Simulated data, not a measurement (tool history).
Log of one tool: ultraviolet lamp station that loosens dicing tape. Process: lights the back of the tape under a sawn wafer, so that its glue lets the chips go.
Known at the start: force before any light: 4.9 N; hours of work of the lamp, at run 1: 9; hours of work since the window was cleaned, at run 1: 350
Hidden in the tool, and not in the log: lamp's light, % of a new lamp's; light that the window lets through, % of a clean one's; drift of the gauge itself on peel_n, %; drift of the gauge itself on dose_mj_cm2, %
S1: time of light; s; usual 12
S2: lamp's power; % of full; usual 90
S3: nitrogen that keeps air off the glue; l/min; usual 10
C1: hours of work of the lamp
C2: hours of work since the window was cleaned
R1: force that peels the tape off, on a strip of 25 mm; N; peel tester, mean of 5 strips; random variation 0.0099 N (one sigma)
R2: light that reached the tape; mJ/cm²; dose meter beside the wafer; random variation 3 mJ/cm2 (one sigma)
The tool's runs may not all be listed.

{"run": 1, "hour": 0.0, "S1": 12, "S2": 90, "S3": 10, "C1": 9, "C2": 350, "R1": 0.489, "R2": 403}
{"run": 2, "hour": 50.9, "S1": 12, "S2": 90, "S3": 10, "C1": 42, "C2": 383, "R1": 0.496, "R2": 409}
{"run": 3, "hour": 90.3, "S1": 12, "S2": 90, "S3": 10, "C1": 67, "C2": 409, "R1": 0.524, "R2": 401}
{"run": 4, "hour": 141.8, "S1": 12, "S2": 90, "S3": 10, "C1": 101, "C2": 442, "R1": 0.536, "R2": 390}
{"run": 5, "hour": 201.7, "S1": 12, "S2": 90, "S3": 10, "C1": 139, "C2": 481, "R1": 0.561, "R2": 381}
{"run": 6, "hour": 243.4, "S1": 12, "S2": 90, "S3": 10, "C1": 166, "C2": 508, "R1": 0.552, "R2": 383}
{"run": 7, "hour": 307.6, "S1": 11, "S2": 90, "S3": 10, "C1": 208, "C2": 549, "R1": 0.699, "R2": 339}
{"hour": 345.2, "done": "window cleaned of glue's vapour"}
{"run": 8, "hour": 364.5, "S1": 24, "S2": 90, "S3": 10, "C1": 244, "C2": 13, "R1": 0.185, "R2": 837}
{"run": 9, "hour": 400.6, "S1": 24, "S2": 90, "S3": 10, "C1": 268, "C2": 36, "R1": 0.181, "R2": 824}
{"run": 10, "hour": 473.1, "S1": 24, "S2": 90, "S3": 10, "C1": 315, "C2": 83, "R1": 0.187, "R2": 802}
{"run": 11, "hour": 538.3, "S1": 12, "S2": 69, "S3": 9, "C1": 357, "C2": 125, "R1": 0.859, "R2": 304}
{"run": 12, "hour": 586.8, "S1": 12, "S2": 69, "S3": 9, "C1": 388, "C2": 156, "R1": 0.902, "R2": 296}
{"run": 13, "hour": 631.8, "S1": 23, "S2": 79, "S3": 14, "C1": 417, "C2": 185, "R1": 0.211, "R2": 638}
{"run": 14, "hour": 668.9, "S1": 23, "S2": 72, "S3": 3, "C1": 441, "C2": 209, "R1": 0.571, "R2": 579}
{"run": 15, "hour": 730.5, "S1": 7, "S2": 66, "S3": 10, "C1": 481, "C2": 249, "R1": 1.869, "R2": 157}

5 ways to go on from here, each from the tool as it stands after run 15. What would each give?
{"run": "A", "hour": 798.3, "S1": 19, "S2": 73, "S3": 10, "C1": 525, "C2": 293, "R1": "?", "R2": "?"}
{"run": "B", "hour": 798.3, "S1": 7, "S2": 84, "S3": 3, "C1": 525, "C2": 293, "R1": "?", "R2": "?"}
{"run": "C", "hour": 798.3, "S1": 9, "S2": 78, "S3": 5, "C1": 525, "C2": 293, "R1": "?", "R2": "?"}
{"run": "D", "hour": 798.3, "S1": 12, "S2": 84, "S3": 10, "C1": 525, "C2": 293, "R1": "?", "R2": "?"}
{"run": "E", "hour": 798.3, "S1": 7, "S2": 66, "S3": 10, "C1": 525, "C2": 293, "R1": "?", "R2": "?"}

run=A R1=0.401 R2=462
run=B R1=2.226 R2=199
run=C R1=1.591 R2=241
run=D R1=0.684 R2=332
run=E R1=1.946 R2=156
Without the tool's hidden state the same runs would have given:
run=A R1=0.28 R2=568
run=B R1=1.864 R2=245
run=C R1=1.244 R2=295
run=D R1=0.475 R2=409
run=E R1=1.579 R2=191

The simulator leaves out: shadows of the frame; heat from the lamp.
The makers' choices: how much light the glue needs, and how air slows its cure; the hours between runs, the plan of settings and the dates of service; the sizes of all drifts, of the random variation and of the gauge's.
